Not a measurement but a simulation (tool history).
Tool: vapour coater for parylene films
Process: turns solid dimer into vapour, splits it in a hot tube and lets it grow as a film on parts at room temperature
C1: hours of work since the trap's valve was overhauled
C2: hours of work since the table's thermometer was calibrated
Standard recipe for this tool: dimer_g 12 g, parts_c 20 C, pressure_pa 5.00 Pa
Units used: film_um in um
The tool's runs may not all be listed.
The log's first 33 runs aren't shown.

{"run": 34, "day": 38.233, "dimer_g": 12, "parts_c": 22, "pressure_pa": 4.94, "C1": 51, "C2": 1261, "film_um": 2.63}
{"run": 35, "day": 38.988, "dimer_g": 12, "parts_c": 15, "pressure_pa": 5.0, "C1": 61, "C2": 1271, "film_um": 3.387}
{"run": 36, "day": 40.312, "dimer_g": 12, "parts_c": 15, "pressure_pa": 2.26, "C1": 78, "C2": 1288, "film_um": 3.464}
{"run": 37, "day": 41.046, "dimer_g": 22, "parts_c": 12, "pressure_pa": 2.09, "C1": 87, "C2": 1297, "film_um": 6.338}
{"run": 38, "day": 42.588, "dimer_g": 20, "parts_c": 20, "pressure_pa": 7.64, "C1": 107, "C2": 1317, "film_um": 4.451}
{"run": 39, "day": 43.704, "dimer_g": 12, "parts_c": 16, "pressure_pa": 5.38, "C1": 122, "C2": 1332, "film_um": 3.208}
{"run": 40, "day": 44.708, "dimer_g": 12, "parts_c": 16, "pressure_pa": 2.09, "C1": 135, "C2": 1345, "film_um": 3.437}
{"run": 41, "day": 45.346, "dimer_g": 12, "parts_c": 16, "pressure_pa": 2.09, "C1": 143, "C2": 1353, "film_um": 3.408}
{"run": 42, "day": 46.808, "dimer_g": 12, "parts_c": 18, "pressure_pa": 3.44, "C1": 162, "C2": 1372, "film_um": 3.113}
{"run": 43, "day": 47.458, "dimer_g": 12, "parts_c": 13, "pressure_pa": 11.13, "C1": 170, "C2": 1381, "film_um": 3.278}
{"run": 44, "day": 48.333, "dimer_g": 12, "parts_c": 13, "pressure_pa": 3.72, "C1": 182, "C2": 1392, "film_um": 3.377}
{"run": 45, "day": 49.454, "dimer_g": 12, "parts_c": 13, "pressure_pa": 3.72, "C1": 196, "C2": 1406, "film_um": 3.37}
{"run": 46, "day": 50.217, "dimer_g": 12, "parts_c": 13, "pressure_pa": 3.72, "C1": 206, "C2": 1416, "film_um": 3.368}
{"run": 47, "day": 51.779, "dimer_g": 12, "parts_c": 13, "pressure_pa": 3.72, "C1": 226, "C2": 1436, "film_um": 3.34}
{"run": 48, "day": 52.575, "dimer_g": 12, "parts_c": 13, "pressure_pa": 3.72, "C1": 237, "C2": 1447, "film_um": 3.353}

Alternative continuations, all from the tool just after run 48; predict every row:
{"day": 53.95, "done": "table's thermometer calibrated"}
{"run": "A", "day": 54.125, "dimer_g": 16, "parts_c": 19, "pressure_pa": 6.76, "C1": 256, "C2": 2, "film_um": "?"}
{"day": 53.95, "done": "table's thermometer calibrated"}
{"run": "B", "day": 54.125, "dimer_g": 12, "parts_c": 14, "pressure_pa": 4.04, "C1": 256, "C2": 2, "film_um": "?"}
{"day": 53.95, "done": "table's thermometer calibrated"}
{"run": "C", "day": 54.125, "dimer_g": 12, "parts_c": 12, "pressure_pa": 6.23, "C1": 256, "C2": 2, "film_um": "?"}

run=A film_um=3.487
run=B film_um=3.339
run=C film_um=3.314
Stripped of hidden state, with their random variation kept, the same runs would have yielded:
run=A film_um=3.740
run=B film_um=3.578
run=C film_um=3.552
